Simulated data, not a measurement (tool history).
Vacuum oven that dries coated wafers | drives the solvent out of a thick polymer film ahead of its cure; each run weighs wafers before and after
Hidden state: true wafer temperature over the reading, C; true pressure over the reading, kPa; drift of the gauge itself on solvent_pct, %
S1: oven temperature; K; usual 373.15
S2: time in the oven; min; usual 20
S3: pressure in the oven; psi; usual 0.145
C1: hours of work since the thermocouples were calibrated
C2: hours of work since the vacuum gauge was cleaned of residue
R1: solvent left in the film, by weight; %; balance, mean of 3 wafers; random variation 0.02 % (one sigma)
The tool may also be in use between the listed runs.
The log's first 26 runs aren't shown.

run 27 hour=1140.1 | S1=364.15 S2=20 S3=0.145 | C1=402 C2=854 | R1=3.41
run 28 hour=1199.2 | S1=386.15 S2=11 S3=0.145 | C1=428 C2=880 | R1=0.66
run 29 hour=1262.3 | S1=376.15 S2=12 S3=0.344 | C1=455 C2=908 | R1=2.59
run 30 hour=1325.0 | S1=362.15 S2=15 S3=0.263 | C1=482 C2=935 | R1=6.00
run 31 hour=1353.3 | S1=364.15 S2=20 S3=0.473 | C1=495 C2=948 | R1=5.05
run 32 hour=1410.4 | S1=374.15 S2=13 S3=0.107 | C1=520 C2=973 | R1=2.06
run 33 hour=1454.5 | S1=382.15 S2=23 S3=0.186 | C1=539 C2=992 | R1=0.67
run 34 hour=1482.8 | S1=382.15 S2=23 S3=0.186 | C1=551 C2=1004 | R1=0.64
run 35 hour=1519.3 | S1=371.15 S2=21 S3=0.223 | C1=567 C2=1020 | R1=1.87
run 36 hour=1547.6 | S1=374.15 S2=32 S3=0.145 | C1=580 C2=1032 | R1=0.75
run 37 hour=1594.0 | S1=374.15 S2=32 S3=0.145 | C1=600 C2=1053 | R1=0.79
run 38 hour=1624.2 | S1=374.15 S2=32 S3=0.145 | C1=613 C2=1066 | R1=0.76
-- hour=1637.2 vacuum gauge cleaned of residue and calibrated
run 39 hour=1656.2 | S1=381.15 S2=20 S3=0.145 | C1=627 C2=8 | R1=0.50
run 40 hour=1706.5 | S1=362.15 S2=20 S3=0.145 | C1=649 C2=30 | R1=4.17
run 41 hour=1742.9 | S1=362.15 S2=20 S3=0.145 | C1=664 C2=46 | R1=4.20
run 42 hour=1802.8 | S1=362.15 S2=20 S3=0.145 | C1=691 C2=72 | R1=4.23
run 43 hour=1860.5 | S1=362.15 S2=20 S3=0.145 | C1=716 C2=98 | R1=4.23
run 44 hour=1913.0 | S1=376.15 S2=16 S3=0.145 | C1=739 C2=121 | R1=1.23
-- hour=1977.9 oven's thermocouples calibrated
run 45 hour=1978.3 | S1=373.15 S2=19 S3=0.081 | C1=0 C2=148 | R1=0.85
run 46 hour=2019.1 | S1=363.15 S2=20 S3=0.168 | C1=18 C2=166 | R1=3.30

Forecast each of these 4 alternatives for the next run:
run A hour=2055.1 | S1=360.15 S2=20 S3=0.145 | C1=34 C2=182 | R1=?
run B hour=2055.1 | S1=373.15 S2=20 S3=0.540 | C1=34 C2=182 | R1=?
run C hour=2055.1 | S1=377.15 S2=20 S3=0.145 | C1=34 C2=182 | R1=?
run D hour=2055.1 | S1=363.15 S2=20 S3=0.534 | C1=34 C2=182 | R1=?

run=A R1=4.29
run=B R1=2.44
run=C R1=0.63
run=D R1=5.06
Without the tool's hidden state the same runs would have given:
run=A R1=4.36
run=B R1=2.46
run=C R1=0.63
run=D R1=5.13

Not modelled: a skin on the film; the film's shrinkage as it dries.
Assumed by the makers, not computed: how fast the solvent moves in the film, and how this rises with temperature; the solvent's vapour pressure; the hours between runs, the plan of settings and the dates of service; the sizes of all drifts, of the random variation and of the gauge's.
